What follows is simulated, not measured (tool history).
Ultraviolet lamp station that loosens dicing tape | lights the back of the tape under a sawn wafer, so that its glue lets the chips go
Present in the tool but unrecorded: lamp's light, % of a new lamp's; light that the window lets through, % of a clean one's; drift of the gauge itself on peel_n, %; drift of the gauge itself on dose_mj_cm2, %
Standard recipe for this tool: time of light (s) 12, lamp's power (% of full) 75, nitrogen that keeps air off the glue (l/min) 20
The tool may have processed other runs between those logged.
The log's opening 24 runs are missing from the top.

run	hour	time of light (s)	lamp's power (% of full)	nitrogen that keeps air off the glue (l/min)	hours of work of the lamp	hours of work since the window was cleaned	force that peels the tape off (N)	light that reached the tape (J/m2)
25	892.6	9	75	22	399	164	1.134	3240
26	941.7	9	75	22	429	194	1.157	3200
27	965.2	20	67	21	444	209	0.407	6320
28	1004.4	11	75	20	468	233	0.902	3910
# hour 1023.0: window cleaned of glue's vapour
29	1044.1	6	96	18	492	13	1.598	2750
30	1075.0	11	86	17	511	32	0.814	4480
31	1098.5	11	84	26	525	46	0.672	4380
32	1141.4	11	84	9	551	72	1.264	4350

Run 33 is up next; what results do you expect?
33	1185.6	12	75	23	578	99	?	?

force that peels the tape off (N): 0.723
light that reached the tape (J/m2): 4290
Had the tool carried no hidden state, the very same run would have given force that peels the tape off (N) 0.719, light that reached the tape (J/m2) 4300.

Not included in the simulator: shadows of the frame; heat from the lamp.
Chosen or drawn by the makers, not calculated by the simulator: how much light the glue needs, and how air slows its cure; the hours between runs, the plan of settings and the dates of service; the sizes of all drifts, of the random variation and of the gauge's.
